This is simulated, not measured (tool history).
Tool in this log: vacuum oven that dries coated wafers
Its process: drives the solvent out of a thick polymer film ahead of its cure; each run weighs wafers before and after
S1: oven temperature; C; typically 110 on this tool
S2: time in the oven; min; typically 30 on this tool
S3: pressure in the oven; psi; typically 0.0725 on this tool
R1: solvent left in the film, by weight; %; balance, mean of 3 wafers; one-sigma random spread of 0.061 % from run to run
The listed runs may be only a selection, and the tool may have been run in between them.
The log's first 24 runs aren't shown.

run,hour,S1,S2,S3,R1
# hour 1514.5: vacuum gauge cleaned of residue and calibrated
25,1549.9,120,21,0.0965,2.79
26,1586.8,120,21,0.0965,2.78
27,1665.2,116,18,0.1433,4.59
28,1715,116,18,0.1433,4.53
29,1757.2,116,18,0.1433,4.63
30,1808.4,116,18,0.1433,4.6
31,1879.7,122,25,0.2181,2.33
32,1929.4,122,25,0.2181,2.31
33,2016.3,105,30,0.1984,6.01
34,2080.1,105,30,0.1984,6.02
35,2158.6,110,20,0.0644,5.58
36,2217.8,110,30,0.0518,3.8
37,2292,109,30,0.0586,4.42
38,2359.2,109,30,0.0586,4.43
39,2416.7,110,30,0.13,4.49
40,2482.5,108,24,0.13,5.85
41,2538.1,119,34,0.1286,1.97
42,2598.8,119,34,0.1286,1.98

What if the next run were any one of these 5? Each begins from the tool's condition after run 42:
A,2663.3,110,30,0.0531,?
B,2663.3,124,34,0.1603,?
C,2663.3,107,35,0.0503,?
D,2663.3,119,37,0.1932,?
E,2663.3,99,34,0.1387,?

run,R1
A,4.16
B,1.32
C,4.42
D,2.14
E,7.12
With the hidden condition removed and each run's random variation left untouched, the same runs would have given:
run,R1
A,3.39
B,0.94
C,3.61
D,1.62
E,6.3

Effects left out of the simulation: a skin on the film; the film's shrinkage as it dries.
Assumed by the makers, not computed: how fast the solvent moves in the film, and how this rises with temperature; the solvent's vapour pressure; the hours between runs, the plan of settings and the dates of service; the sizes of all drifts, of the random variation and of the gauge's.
